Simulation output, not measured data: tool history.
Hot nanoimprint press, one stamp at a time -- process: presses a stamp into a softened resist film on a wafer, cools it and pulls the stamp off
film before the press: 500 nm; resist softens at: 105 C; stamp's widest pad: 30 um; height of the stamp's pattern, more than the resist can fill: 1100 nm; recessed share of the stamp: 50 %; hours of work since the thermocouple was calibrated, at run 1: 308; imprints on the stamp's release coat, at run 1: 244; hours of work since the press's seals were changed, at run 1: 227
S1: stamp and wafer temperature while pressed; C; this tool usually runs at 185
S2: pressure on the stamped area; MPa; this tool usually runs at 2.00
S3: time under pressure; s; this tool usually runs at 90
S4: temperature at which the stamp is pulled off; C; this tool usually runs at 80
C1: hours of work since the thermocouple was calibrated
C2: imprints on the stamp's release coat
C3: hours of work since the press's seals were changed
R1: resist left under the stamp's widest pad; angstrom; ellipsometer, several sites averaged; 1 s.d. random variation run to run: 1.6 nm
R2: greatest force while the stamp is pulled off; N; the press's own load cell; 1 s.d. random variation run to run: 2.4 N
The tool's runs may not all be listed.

Run 1, day 0.000: usual settings; C1 308; C2 244; C3 227. Result: R1 2797 angstrom, R2 121 N.
Run 2, day 2.071: usual settings; C1 331; C2 404; C3 250. Result: R1 2786 angstrom, R2 123 N.
Run 3, day 3.521: usual settings; C1 347; C2 516; C3 266. Result: R1 2806 angstrom, R2 132 N.
Run 4, day 5.412: usual settings but S1 192 C; C1 368; C2 662; C3 287. Result: R1 2325 angstrom, R2 140 N.
Run 5, day 7.175: usual settings but S1 192 C, S3 49 s; C1 387; C2 798; C3 306. Result: R1 2902 angstrom, R2 144 N.
Run 6, day 8.658: usual settings; C1 404; C2 913; C3 323. Result: R1 2808 angstrom, R2 152 N.
Run 7, day 9.950: usual settings; C1 418; C2 1013; C3 337. Result: R1 2850 angstrom, R2 153 N.
Run 8, day 11.258: usual settings; C1 432; C2 1114; C3 351. Result: R1 2834 angstrom, R2 157 N.
Run 9, day 12.983: usual settings but S1 179 C; C1 451; C2 1247; C3 370. Result: R1 3278 angstrom, R2 162 N.
At day 14.538: stamp cleaned and given a new release coat.
Run 10, day 15.262: usual settings but S1 179 C; C1 474; C2 56; C3 393. Result: R1 3294 angstrom, R2 114 N.
Run 11, day 16.692: usual settings but S1 179 C; C1 489; C2 166; C3 409. Result: R1 3321 angstrom, R2 121 N.
At day 17.700: plate thermocouple calibrated.
Run 12, day 18.604: usual settings; C1 10; C2 304; C3 428. Result: R1 2744 angstrom, R2 119 N.
Run 13, day 20.296: usual settings; C1 29; C2 435; C3 447. Result: R1 2789 angstrom, R2 119 N.
Run 14, day 21.767: usual settings; C1 45; C2 548; C3 463. Result: R1 2793 angstrom, R2 131 N.
Run 15, day 23.104: usual settings; C1 60; C2 652; C3 478. Result: R1 2775 angstrom, R2 135 N.
Run 16, day 24.325: usual settings; C1 73; C2 746; C3 491. Result: R1 2804 angstrom, R2 145 N.
Run 17, day 25.675: usual settings but S1 192 C, S2 1.43 MPa, S3 143 s, S4 69 C; C1 88; C2 850; C3 506. Result: R1 2306 angstrom, R2 183 N.
Run 18, day 26.604: usual settings but S1 180 C, S2 2.61 MPa, S3 139 s, S4 83 C; C1 98; C2 922; C3 516. Result: R1 2475 angstrom, R2 141 N.
Run 19, day 27.800: usual settings but S1 180 C, S2 2.38 MPa, S3 139 s, S4 83 C; C1 111; C2 1015; C3 530. Result: R1 2557 angstrom, R2 141 N.
At day 28.542: press's hydraulic seals changed and the load cell set to zero.
Run 20, day 30.054: usual settings but S1 184 C, S2 2.37 MPa; C1 132; C2 1163; C3 17. Result: R1 2605 angstrom, R2 160 N.
Run 21, day 31.904: usual settings but S2 1.45 MPa, S3 103 s; C1 153; C2 1306; C3 37. Result: R1 3000 angstrom, R2 167 N.
At day 32.700: stamp cleaned and given a new release coat.
Run 22, day 33.567: usual settings but S2 1.71 MPa; C1 168; C2 67; C3 53. Result: R1 2931 angstrom, R2 114 N.
Run 23, day 34.400: usual settings but S1 190 C, S2 2.02 MPa; C1 178; C2 131; C3 62. Result: R1 2405 angstrom, R2 113 N.
Run 24, day 35.800: usual settings but S1 177 C, S4 66 C; C1 193; C2 239; C3 77. Result: R1 3341 angstrom, R2 156 N.
Run 25, day 37.571: usual settings but S4 66 C; C1 213; C2 376; C3 97. Result: R1 2739 angstrom, R2 160 N.
Run 26, day 39.446: usual settings but S1 189 C, S4 66 C; C1 233; C2 521; C3 117. Result: R1 2496 angstrom, R2 165 N.
Run 27, day 40.667: usual settings but S1 174 C, S2 2.31 MPa, S3 77 s, S4 72 C; C1 247; C2 615; C3 131. Result: R1 3582 angstrom, R2 159 N.

Consider 3 possible next runs. They are alternatives, not a sequence: every one starts from the tool as it was left by run 27. What does each give?
Run A, day 42.662: usual settings but S3 70 s; C1 269; C2 769; C3 153. Result: R1 ?, R2 ?.
Run B, day 42.662: usual settings but S1 174 C, S2 2.31 MPa, S3 107 s, S4 70 C; C1 269; C2 769; C3 153. Result: R1 ?, R2 ?.
Run C, day 42.662: usual settings but S1 179 C, S3 120 s; C1 269; C2 769; C3 153. Result: R1 ?, R2 ?.

run    R1   R2
  A  2990  142
  B  3298  172
  C  2997  142
With the hidden condition removed and each run's random variation left untouched, the same runs would have given:
run    R1   R2
  A  2940  108
  B  3240  132
  C  2944  108
